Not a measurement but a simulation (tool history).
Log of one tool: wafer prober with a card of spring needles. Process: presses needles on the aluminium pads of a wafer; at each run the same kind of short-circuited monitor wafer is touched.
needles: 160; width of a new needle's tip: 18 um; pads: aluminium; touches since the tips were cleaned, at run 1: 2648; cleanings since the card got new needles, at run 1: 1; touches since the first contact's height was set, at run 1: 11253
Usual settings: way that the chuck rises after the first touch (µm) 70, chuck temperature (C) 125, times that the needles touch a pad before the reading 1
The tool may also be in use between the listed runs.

run	day	way that the chuck rises after the first touch (µm)	chuck temperature (C)	times that the needles touch a pad before the reading	touches since the tips were cleaned	cleanings since the card got new needles	touches since the first contact's height was set	resistance of one needle with its contact and lead (mohm)	way that a needle slides on the pad (µm)
1	0.000	70	125	1	2648	1	11253	120	16.90
2	0.325	70	125	1	6521	1	15126	121	16.88
# day 0.454: tips cleaned on abrasive film
3	0.858	70	125	1	4793	2	21418	123	16.89
# day 1.167: tips cleaned on abrasive film
4	1.371	70	125	1	2399	3	27484	120	16.89
5	1.612	70	125	1	5291	3	30376	121	16.91
# day 1.842: tips cleaned on abrasive film
6	2.129	70	125	1	3388	4	36476	121	16.90
# day 2.512: tips cleaned on abrasive film
7	2.554	70	125	1	491	5	41512	119	16.90
8	2.946	70	125	1	5159	5	46180	121	16.90
# day 3.217: tips cleaned on abrasive film
9	3.246	70	125	1	305	6	49690	119	16.88
10	3.562	70	125	1	4086	6	53471	121	16.90
# day 3.900: tips cleaned on abrasive film
11	3.967	70	125	1	797	7	58279	123	16.88
12	4.267	70	125	1	4339	7	61821	122	16.89
13	4.512	70	125	1	7297	7	64779	122	16.90
# day 4.600: tips cleaned on abrasive film
14	4.796	70	26	1	2337	8	68089	110	16.90
15	5.092	70	26	2	5892	8	71644	107	16.86
# day 5.208: height of the first contact set anew
# day 5.308: tips cleaned on abrasive film
16	5.375	70	125	1	785	9	1948	122	16.88
17	5.662	70	125	2	4209	9	5372	123	16.91
# day 6.021: tips cleaned on abrasive film
18	6.058	70	125	2	441	10	10033	120	16.89
19	6.446	70	43	1	5062	10	14654	110	16.91
# day 6.704: tips cleaned on abrasive film
20	6.854	74	83	2	1764	11	19469	115	17.84
21	7.233	70	110	3	6307	11	24012	119	16.88
# day 7.396: tips cleaned on abrasive film
22	7.492	66	115	2	1118	12	27039	121	15.93
23	7.862	70	125	1	5549	12	31470	121	16.87
# day 8.096: tips cleaned on abrasive film
24	8.404	70	125	1	3684	13	37872	121	16.89
# day 8.800: tips cleaned on abrasive film
25	8.888	70	125	1	1039	14	43573	120	16.90
26	9.396	59	67	1	7133	14	49667	116	14.25
# day 9.479: tips cleaned on abrasive film
27	9.888	59	67	1	4835	15	55450	115	14.22
# day 10.158: tips cleaned on abrasive film
28	10.233	59	67	1	931	16	59558	116	14.24
29	10.679	55	67	1	6220	16	64847	118	13.26
# day 10.842: tips cleaned on abrasive film
30	10.933	70	97	1	1121	17	67857	118	16.89
31	11.308	73	107	3	5590	17	72326	117	17.60
# day 11.350: height of the first contact set anew
# day 11.538: tips cleaned on abrasive film
32	11.704	66	125	2	1973	18	4167	121	15.92
33	11.996	61	69	2	5463	18	7657	116	14.69
# day 12.238: tips cleaned on abrasive film
34	12.279	69	49	2	488	19	10950	111	16.65
35	12.729	87	69	2	5879	19	16341	111	21.03

3 ways to go on from here, each from the tool as it stands after run 35. What would each give?
# day 12.917: tips cleaned on abrasive film
A	13.100	70	125	2	2194	20	20690	?	?
# day 12.917: tips cleaned on abrasive film
B	13.100	57	125	1	2194	20	20690	?	?
# day 12.917: tips cleaned on abrasive film
C	13.100	66	60	1	2194	20	20690	?	?

run	resistance of one needle with its contact and lead (mohm)	way that a needle slides on the pad (µm)
A	120	16.90
B	124	13.74
C	110	15.92
Without the tool's hidden state the same runs would have given:
run	resistance of one needle with its contact and lead (mohm)	way that a needle slides on the pad (µm)
A	120	16.90
B	123	13.74
C	110	15.92
